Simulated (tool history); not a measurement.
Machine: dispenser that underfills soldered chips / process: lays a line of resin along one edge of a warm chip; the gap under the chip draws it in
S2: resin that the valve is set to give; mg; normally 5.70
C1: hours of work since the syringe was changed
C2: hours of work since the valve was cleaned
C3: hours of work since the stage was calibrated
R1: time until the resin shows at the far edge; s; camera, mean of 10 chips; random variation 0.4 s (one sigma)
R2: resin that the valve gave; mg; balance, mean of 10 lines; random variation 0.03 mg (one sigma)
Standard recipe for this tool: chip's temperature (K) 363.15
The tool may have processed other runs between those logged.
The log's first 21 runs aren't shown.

-- hour=244.7 new syringe of resin
run 22 hour=256.4 | chip's_temperature_(K)=365.15 S2=5.57 | C1=7 C2=114 C3=13 | R1=36.3 R2=5.32
-- hour=259.1 new syringe of resin
run 23 hour=268.5 | chip's_temperature_(K)=363.15 S2=4.92 | C1=6 C2=122 C3=21 | R1=38.6 R2=4.68
-- hour=273.7 new syringe of resin
-- hour=274.7 dispensing valve cleaned and set on the balance
run 24 hour=281.8 | chip's_temperature_(K)=365.15 S2=5.81 | C1=5 C2=5 C3=28 | R1=30.2 R2=5.78
-- hour=289.0 new syringe of resin
run 25 hour=293.0 | chip's_temperature_(K)=359.15 S2=5.63 | C1=3 C2=12 C3=35 | R1=35.2 R2=5.64
-- hour=302.8 new syringe of resin
run 26 hour=302.8 | chip's_temperature_(K)=359.15 S2=5.63 | C1=0 C2=18 C3=41 | R1=30.7 R2=5.59
run 27 hour=315.3 | chip's_temperature_(K)=363.15 S2=5.39 | C1=8 C2=26 C3=49 | R1=40.5 R2=5.30
-- hour=317.3 new syringe of resin
-- hour=331.5 new syringe of resin
run 28 hour=331.5 | chip's_temperature_(K)=373.15 S2=5.39 | C1=0 C2=36 C3=60 | R1=17.6 R2=5.31
-- hour=346.2 new syringe of resin
run 29 hour=347.0 | chip's_temperature_(K)=373.15 S2=5.39 | C1=1 C2=45 C3=69 | R1=17.1 R2=5.27
run 30 hour=356.9 | chip's_temperature_(K)=365.15 S2=5.39 | C1=7 C2=52 C3=76 | R1=33.9 R2=5.29

Consider 4 possible next runs. They are alternatives, not a sequence: every one starts from the tool as it was left by run 30. What does each give?
-- hour=360.1 new syringe of resin
run A hour=367.6 | chip's_temperature_(K)=377.15 S2=5.18 | C1=5 C2=58 C3=82 | R1=? R2=?
-- hour=360.1 new syringe of resin
run B hour=367.6 | chip's_temperature_(K)=354.15 S2=5.44 | C1=5 C2=58 C3=82 | R1=? R2=?
-- hour=360.1 new syringe of resin
run C hour=367.6 | chip's_temperature_(K)=358.15 S2=5.80 | C1=5 C2=58 C3=82 | R1=? R2=?
-- hour=360.1 new syringe of resin
run D hour=367.6 | chip's_temperature_(K)=349.15 S2=5.78 | C1=5 C2=58 C3=82 | R1=? R2=?

run=A R1=19.7 R2=5.04
run=B R1=49.8 R2=5.35
run=C R1=42.1 R2=5.69
run=D R1=63.9 R2=5.62
Had the tool no hidden state, the same runs would have come out as:
run=A R1=15.2 R2=5.15
run=B R1=38.2 R2=5.46
run=C R1=32.5 R2=5.81
run=D R1=49.3 R2=5.74

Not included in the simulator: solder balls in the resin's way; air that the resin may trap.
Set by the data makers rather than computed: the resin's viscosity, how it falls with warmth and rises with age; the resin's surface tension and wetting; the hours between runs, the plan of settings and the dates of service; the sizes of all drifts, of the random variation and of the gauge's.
